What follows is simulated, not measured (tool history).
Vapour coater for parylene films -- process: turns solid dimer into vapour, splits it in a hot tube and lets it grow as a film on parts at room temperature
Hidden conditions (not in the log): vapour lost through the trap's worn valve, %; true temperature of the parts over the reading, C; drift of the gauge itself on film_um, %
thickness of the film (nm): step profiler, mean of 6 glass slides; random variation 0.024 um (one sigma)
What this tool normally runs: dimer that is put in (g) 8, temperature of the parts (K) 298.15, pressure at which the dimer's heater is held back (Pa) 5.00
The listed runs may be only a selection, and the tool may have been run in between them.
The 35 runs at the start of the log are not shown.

| run | day | dimer that is put in (g) | temperature of the parts (K) | pressure at which the dimer's heater is held back (Pa) | hours of work since the trap's valve was overhauled | hours of work since the table's thermometer was calibrated | thickness of the film (nm) |
|---|---|---|---|---|---|---|---|
| 36 | 89.767 | 9 | 297.15 | 2.49 | 51 | 40 | 2210 |
| 37 | 93.000 | 4 | 296.15 | 5.00 | 116 | 105 | 880 |
| 38 | 95.212 | 4 | 296.15 | 5.00 | 160 | 149 | 810 |
| 39 | 97.671 | 4 | 296.15 | 5.00 | 209 | 198 | 820 |
| 40 | 99.650 | 4 | 296.15 | 5.00 | 249 | 238 | 800 |
| 41 | 101.175 | 14 | 297.15 | 4.29 | 279 | 268 | 2870 |
| 42 | 103.625 | 8 | 293.15 | 3.22 | 328 | 317 | 1890 |
| 43 | 106.425 | 8 | 301.15 | 10.57 | 384 | 373 | 1180 |
| 44 | 108.688 | 8 | 307.15 | 10.57 | 429 | 419 | 1000 |
| 45 | 110.992 | 8 | 307.15 | 10.57 | 475 | 465 | 1010 |
| 46 | 114.492 | 8 | 307.15 | 10.57 | 545 | 535 | 1000 |
|  | 117.375 | trap's valve overhauled |
| 47 | 117.650 | 9 | 294.15 | 8.95 | 6 | 595 | 1800 |

Each row is a separate what-if for the run after 47, all from the same tool condition, not one after another. Results?
| A | 119.554 | 8 | 308.15 | 5.00 | 44 | 633 | ? |
| B | 119.554 | 8 | 298.15 | 9.67 | 44 | 633 | ? |
| C | 119.554 | 9 | 293.15 | 6.86 | 44 | 633 | ? |

| run | thickness of the film (nm) |
|---|---|
| A | 1320 |
| B | 1380 |
| C | 1940 |
Without the tool's hidden state the same runs would have given:
| run | thickness of the film (nm) |
|---|---|
| A | 1330 |
| B | 1380 |
| C | 1950 |

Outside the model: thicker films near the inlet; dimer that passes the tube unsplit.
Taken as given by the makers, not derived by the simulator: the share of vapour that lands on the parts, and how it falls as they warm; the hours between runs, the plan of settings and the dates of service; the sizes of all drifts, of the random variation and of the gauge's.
